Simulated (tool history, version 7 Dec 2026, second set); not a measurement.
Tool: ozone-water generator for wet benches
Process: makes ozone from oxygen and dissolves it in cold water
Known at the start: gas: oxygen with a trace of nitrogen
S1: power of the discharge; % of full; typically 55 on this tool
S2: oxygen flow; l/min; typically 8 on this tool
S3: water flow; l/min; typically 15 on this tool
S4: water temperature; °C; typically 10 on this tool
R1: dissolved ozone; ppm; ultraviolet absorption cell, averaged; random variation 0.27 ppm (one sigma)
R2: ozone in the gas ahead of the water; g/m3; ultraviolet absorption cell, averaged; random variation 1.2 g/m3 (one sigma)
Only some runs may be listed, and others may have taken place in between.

| run | hour | S1 | S2 | S3 | S4 | R1 | R2 |
|---|---|---|---|---|---|---|---|
| 1 | 0 | 55 | 8 | 15 | 10 | 41 | 217.5 |
| 2 | 28.8 | 55 | 8 | 15 | 10 | 41.5 | 218.6 |
| 3 | 93.5 | 55 | 8 | 15 | 10 | 41.3 | 216.7 |
| 4 | 131.9 | 55 | 8 | 15 | 10 | 41.2 | 217.5 |
| 5 | 181.1 | 74 | 8 | 15 | 10 | 53.3 | 281.1 |
| 6 | 222.6 | 74 | 8 | 15 | 10 | 53.3 | 283.2 |
| 7 | 272.6 | 55 | 8 | 15 | 10 | 41.6 | 218.5 |
| 8 | 327.8 | 55 | 8 | 15 | 9 | 42.1 | 217.5 |
| 9 | 389.7 | 55 | 8.99 | 15 | 9 | 41.2 | 202.8 |
| 10 | 417.3 | 55 | 8.99 | 15 | 9 | 41 | 202.5 |
| 11 | 463.2 | 56 | 4.93 | 15 | 6 | 46.4 | 293.1 |
|  | 513.6 | contactor cleaned |
| 12 | 515.4 | 77 | 4.93 | 23 | 6 | 44 | 386.9 |
| 13 | 572.3 | 77 | 4.93 | 23 | 6 | 43.4 | 384.6 |
| 14 | 637.6 | 55 | 6.21 | 14 | 10 | 44.2 | 249.6 |
| 15 | 670.6 | 55 | 6.21 | 14 | 10 | 44.8 | 249.7 |
| 16 | 723.2 | 55 | 6.21 | 14 | 10 | 44.7 | 250.3 |
| 17 | 779.3 | 55 | 8 | 12 | 10 | 46.8 | 215.9 |
| 18 | 825.2 | 55 | 12.18 | 20 | 10 | 32.6 | 169.9 |
| 19 | 878.1 | 55 | 8 | 13 | 10 | 44.7 | 213.7 |
| 20 | 926.2 | 55 | 8 | 13 | 10 | 45.2 | 216.2 |

3 options for the next run, each taken on its own from the tool as it stands now. Forecast them:
| A | 957.9 | 55 | 5.21 | 23 | 6 | ? | ? |
| B | 957.9 | 57 | 8 | 13 | 16 | ? | ? |
| C | 957.9 | 55 | 7.81 | 13 | 10 | ? | ? |

| run | R1 | R2 |
|---|---|---|
| A | 33.2 | 273.5 |
| B | 41.1 | 223 |
| C | 45.2 | 218.5 |
With no hidden state in the tool, these same runs would have given:
| run | R1 | R2 |
|---|---|---|
| A | 33.3 | 278.5 |
| B | 41.1 | 227.1 |
| C | 45.2 | 222.5 |
